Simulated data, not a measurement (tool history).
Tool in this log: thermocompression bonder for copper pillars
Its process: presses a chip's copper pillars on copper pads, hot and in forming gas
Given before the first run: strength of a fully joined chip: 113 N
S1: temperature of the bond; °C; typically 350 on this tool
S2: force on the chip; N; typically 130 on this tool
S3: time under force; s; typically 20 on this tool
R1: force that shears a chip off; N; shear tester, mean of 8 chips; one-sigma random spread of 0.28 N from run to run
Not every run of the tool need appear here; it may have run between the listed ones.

run   hour   S1   S2  S3    R1
  1    0.0  350  130  20  57.2
  2   13.0  350  130  20  57.1
  3   25.1  350  130  20  57.0
  4   38.1  350  130  20  56.6
  5   50.5  350  130  20  56.1
  6   65.3  350  130  20  55.5
  7   83.2  350  190  20  71.7
      94.3  -- forming gas filter changed
  8   96.7  339  130  20  55.7
  9  111.6  371  130  20  66.9
 10  122.8  371  130  20  66.3
 11  137.0  347  130  20  57.9
 12  145.3  347  130  20  58.0
 13  155.4  347  130  20  57.1
 14  174.3  350  130  20  58.4
 15  191.1  350  130  20  58.1
 16  203.6  350  130  14  51.6
 17  219.8  350  130  14  50.6
 18  235.4  350  130  14  51.3
 19  248.2  354  130  20  58.8
 20  267.6  354  130  20  58.8
 21  286.0  354  130  20  58.5
 22  299.6  354  130  20  58.2
 23  313.6  354  130  20  58.5
 24  332.7  354  130  20  57.5
 25  341.5  350  114  20  51.4
     349.9  -- forming gas filter changed
 26  361.4  350  140  20  62.6
 27  379.5  358  150  20  68.5
 28  393.3  378  188  20  84.1
 29  410.0  350   86  20  43.0
 30  421.6  369   86  32  57.7
 31  438.7  369   86  32  57.7
 32  455.5  369   86  32  57.4
 33  469.1  369   86  32  56.8
 34  480.6  369   86  32  56.6
 35  498.3  369   86  32  56.9
 36  507.7  350  193  19  72.7
 37  521.8  350  135  20  59.1
 38  531.3  376  116  50  79.5
 39  550.2  376  116  50  79.6
 40  565.0  349  130  23  59.0
 41  579.4  349  130  23  58.5

3 ways to go on from here, each from the tool as it stands after run 41. What would each give?
  A  588.3  336  130  20   ?
  B  588.3  357  119  13   ?
  C  588.3  351  158  11   ?

run    R1
  A  51.1
  B  47.5
  C  53.1
With no hidden state in the tool, these same runs would have given:
run    R1
  A  53.3
  B  49.5
  C  55.4

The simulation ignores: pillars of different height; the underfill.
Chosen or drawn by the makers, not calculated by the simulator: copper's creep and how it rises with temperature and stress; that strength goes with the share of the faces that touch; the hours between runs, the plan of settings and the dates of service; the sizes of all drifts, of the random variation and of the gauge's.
